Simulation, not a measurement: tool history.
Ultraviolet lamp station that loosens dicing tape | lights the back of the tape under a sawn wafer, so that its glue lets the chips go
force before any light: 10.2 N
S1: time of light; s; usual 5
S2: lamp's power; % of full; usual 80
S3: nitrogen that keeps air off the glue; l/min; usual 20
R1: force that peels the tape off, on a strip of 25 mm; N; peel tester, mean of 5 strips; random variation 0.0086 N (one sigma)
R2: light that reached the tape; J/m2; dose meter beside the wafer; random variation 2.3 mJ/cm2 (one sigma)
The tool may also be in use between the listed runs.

run,day,S1,S2,S3,R1,R2
1,0.000,5,80,20,0.458,2160
2,0.479,5,80,20,0.473,2120
3,1.612,5,80,20,0.493,2100
4,2.312,5,80,20,0.512,2040
5,3.471,5,80,11,0.834,2030
6,4.454,5,80,20,0.569,1990
7,5.533,5,80,13,0.794,1970
8,6.067,5,80,13,0.811,1930
9,7.017,5,80,11,0.958,1910
10,8.096,5,80,11,0.955,1850
11,9.262,5,80,20,0.686,1880
12,9.842,5,80,20,0.694,1820
# day 10.092: window cleaned of glue's vapour
13,10.792,5,80,20,0.896,1660
14,11.650,5,80,7,1.629,1660
15,12.738,5,80,20,0.968,1660
16,13.854,5,80,20,0.998,1600
17,14.350,5,80,20,0.992,1550
18,15.196,5,80,26,0.938,1560
19,16.262,5,80,26,0.935,1550
# day 16.442: window cleaned of glue's vapour, once more
20,17.004,5,61,26,0.848,1590
21,18.117,4,80,20,0.883,1600
22,19.179,4,90,20,0.704,1800
23,20.275,4,92,38,0.505,1820
24,21.088,4,71,9,1.951,1380
25,21.958,8,70,20,0.240,2710
26,22.429,8,70,20,0.254,2660
27,23.042,7,99,20,0.140,3290
28,23.912,4,78,16,1.319,1480
29,24.683,4,97,11,1.057,1790
30,25.588,5,87,38,0.384,2010
31,26.479,5,72,38,0.654,1580
32,27.258,2,80,9,4.387,720
33,28.075,4,67,35,1.399,1200
34,29.100,5,80,25,0.683,1730
35,29.850,10,70,21,0.179,2990
36,30.746,10,70,36,0.121,2960
# day 31.192: window cleaned of glue's vapour
37,31.796,10,70,36,0.089,3490
38,32.962,3,80,20,1.814,1200
39,33.433,3,80,20,1.808,1160
40,33.967,3,80,19,1.926,1130
41,34.975,5,64,8,1.876,1490
42,36.050,3,80,12,2.420,1110
43,37.167,5,80,22,0.666,1880

4 ways to go on from here, each from the tool as it stands after run 43. What would each give?
A,37.658,6,80,20,?,?
B,37.658,6,74,20,?,?
C,37.658,7,80,30,?,?
D,37.658,4,70,9,?,?

run,R1,R2
A,0.449,2180
B,0.523,2010
C,0.210,2540
D,2.298,1260
Without the tool's hidden state the same runs would have given:
run,R1,R2
A,0.212,2840
B,0.249,2610
C,0.105,3310
D,1.469,1640
